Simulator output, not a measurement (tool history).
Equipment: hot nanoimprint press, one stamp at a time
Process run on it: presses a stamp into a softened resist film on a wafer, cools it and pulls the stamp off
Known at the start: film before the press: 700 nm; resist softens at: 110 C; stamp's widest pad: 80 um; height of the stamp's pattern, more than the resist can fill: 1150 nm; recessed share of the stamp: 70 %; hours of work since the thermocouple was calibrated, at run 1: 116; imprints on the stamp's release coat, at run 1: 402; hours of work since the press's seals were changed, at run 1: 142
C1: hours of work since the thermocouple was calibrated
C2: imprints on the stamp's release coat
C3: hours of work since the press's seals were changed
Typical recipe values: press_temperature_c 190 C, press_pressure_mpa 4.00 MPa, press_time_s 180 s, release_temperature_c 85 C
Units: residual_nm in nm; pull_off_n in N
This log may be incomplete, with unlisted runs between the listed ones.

run 1 day=0.000 | press_temperature_c=190 press_pressure_mpa=4.00 press_time_s=180 release_temperature_c=85 | C1=116 C2=402 C3=142 | residual_nm=364.3 pull_off_n=171
run 2 day=1.221 | press_temperature_c=190 press_pressure_mpa=4.00 press_time_s=180 release_temperature_c=85 | C1=130 C2=469 C3=157 | residual_nm=363.2 pull_off_n=167
run 3 day=1.950 | press_temperature_c=190 press_pressure_mpa=4.00 press_time_s=180 release_temperature_c=85 | C1=138 C2=508 C3=165 | residual_nm=364.9 pull_off_n=176
run 4 day=3.321 | press_temperature_c=194 press_pressure_mpa=4.00 press_time_s=180 release_temperature_c=85 | C1=154 C2=583 C3=181 | residual_nm=334.5 pull_off_n=175
run 5 day=4.450 | press_temperature_c=199 press_pressure_mpa=4.00 press_time_s=180 release_temperature_c=85 | C1=168 C2=645 C3=195 | residual_nm=298.7 pull_off_n=176
run 6 day=5.408 | press_temperature_c=199 press_pressure_mpa=4.00 press_time_s=180 release_temperature_c=85 | C1=179 C2=697 C3=206 | residual_nm=302.9 pull_off_n=183
run 7 day=6.733 | press_temperature_c=190 press_pressure_mpa=3.61 press_time_s=180 release_temperature_c=85 | C1=194 C2=769 C3=221 | residual_nm=386.6 pull_off_n=184
-- day=7.288 stamp cleaned and given a new release coat
run 8 day=7.833 | press_temperature_c=190 press_pressure_mpa=4.23 press_time_s=180 release_temperature_c=85 | C1=204 C2=29 C3=231 | residual_nm=356.7 pull_off_n=154
run 9 day=8.758 | press_temperature_c=190 press_pressure_mpa=4.23 press_time_s=180 release_temperature_c=85 | C1=215 C2=80 C3=242 | residual_nm=359.4 pull_off_n=163
run 10 day=9.800 | press_temperature_c=190 press_pressure_mpa=4.00 press_time_s=180 release_temperature_c=85 | C1=227 C2=137 C3=254 | residual_nm=368.3 pull_off_n=163
run 11 day=10.608 | press_temperature_c=190 press_pressure_mpa=4.00 press_time_s=180 release_temperature_c=85 | C1=237 C2=181 C3=264 | residual_nm=369.1 pull_off_n=166
run 12 day=11.429 | press_temperature_c=190 press_pressure_mpa=4.00 press_time_s=180 release_temperature_c=85 | C1=247 C2=226 C3=274 | residual_nm=370.8 pull_off_n=165
run 13 day=12.550 | press_temperature_c=190 press_pressure_mpa=4.00 press_time_s=261 release_temperature_c=87 | C1=260 C2=287 C3=287 | residual_nm=329.0 pull_off_n=163
run 14 day=13.846 | press_temperature_c=179 press_pressure_mpa=4.00 press_time_s=180 release_temperature_c=88 | C1=275 C2=358 C3=302 | residual_nm=471.1 pull_off_n=157
run 15 day=14.971 | press_temperature_c=200 press_pressure_mpa=3.27 press_time_s=153 release_temperature_c=72 | C1=288 C2=419 C3=315 | residual_nm=347.9 pull_off_n=231
run 16 day=16.075 | press_temperature_c=200 press_pressure_mpa=3.27 press_time_s=153 release_temperature_c=72 | C1=301 C2=479 C3=328 | residual_nm=349.6 pull_off_n=239
run 17 day=17.196 | press_temperature_c=200 press_pressure_mpa=3.27 press_time_s=153 release_temperature_c=72 | C1=314 C2=540 C3=341 | residual_nm=349.2 pull_off_n=251
run 18 day=17.825 | press_temperature_c=200 press_pressure_mpa=3.27 press_time_s=153 release_temperature_c=89 | C1=322 C2=574 C3=349 | residual_nm=351.3 pull_off_n=164
run 19 day=18.767 | press_temperature_c=200 press_pressure_mpa=3.27 press_time_s=255 release_temperature_c=89 | C1=333 C2=626 C3=360 | residual_nm=296.5 pull_off_n=164
-- day=19.562 plate thermocouple calibrated
run 20 day=19.708 | press_temperature_c=200 press_pressure_mpa=3.27 press_time_s=255 release_temperature_c=89 | C1=2 C2=670 C3=369 | residual_nm=283.8 pull_off_n=156
run 21 day=20.721 | press_temperature_c=200 press_pressure_mpa=3.27 press_time_s=255 release_temperature_c=89 | C1=14 C2=726 C3=381 | residual_nm=284.7 pull_off_n=158
run 22 day=21.475 | press_temperature_c=200 press_pressure_mpa=3.27 press_time_s=255 release_temperature_c=89 | C1=22 C2=767 C3=390 | residual_nm=284.1 pull_off_n=161
-- day=22.150 stamp cleaned and given a new release coat
run 23 day=22.504 | press_temperature_c=178 press_pressure_mpa=2.79 press_time_s=180 release_temperature_c=85 | C1=32 C2=19 C3=399 | residual_nm=532.6 pull_off_n=151
run 24 day=23.471 | press_temperature_c=195 press_pressure_mpa=4.00 press_time_s=180 release_temperature_c=76 | C1=43 C2=72 C3=410 | residual_nm=321.7 pull_off_n=194

Consider 4 possible next runs. They are alternatives, not a sequence: every one starts from the tool as it was left by run 24. What does each give?
run A day=24.700 | press_temperature_c=190 press_pressure_mpa=3.61 press_time_s=153 release_temperature_c=85 | C1=57 C2=139 C3=425 | residual_nm=? pull_off_n=?
run B day=24.700 | press_temperature_c=195 press_pressure_mpa=4.27 press_time_s=180 release_temperature_c=88 | C1=57 C2=139 C3=425 | residual_nm=? pull_off_n=?
run C day=24.700 | press_temperature_c=190 press_pressure_mpa=3.28 press_time_s=311 release_temperature_c=93 | C1=57 C2=139 C3=425 | residual_nm=? pull_off_n=?
run D day=24.700 | press_temperature_c=200 press_pressure_mpa=3.81 press_time_s=92 release_temperature_c=85 | C1=57 C2=139 C3=425 | residual_nm=? pull_off_n=?

run=A residual_nm=397.0 pull_off_n=157
run=B residual_nm=312.7 pull_off_n=142
run=C residual_nm=334.3 pull_off_n=123
run=D residual_nm=369.8 pull_off_n=157
Stripped of hidden state, with their random variation kept, the same runs would have yielded:
run=A residual_nm=393.6 pull_off_n=152
run=B residual_nm=309.2 pull_off_n=137
run=C residual_nm=331.3 pull_off_n=118
run=D residual_nm=366.4 pull_off_n=152

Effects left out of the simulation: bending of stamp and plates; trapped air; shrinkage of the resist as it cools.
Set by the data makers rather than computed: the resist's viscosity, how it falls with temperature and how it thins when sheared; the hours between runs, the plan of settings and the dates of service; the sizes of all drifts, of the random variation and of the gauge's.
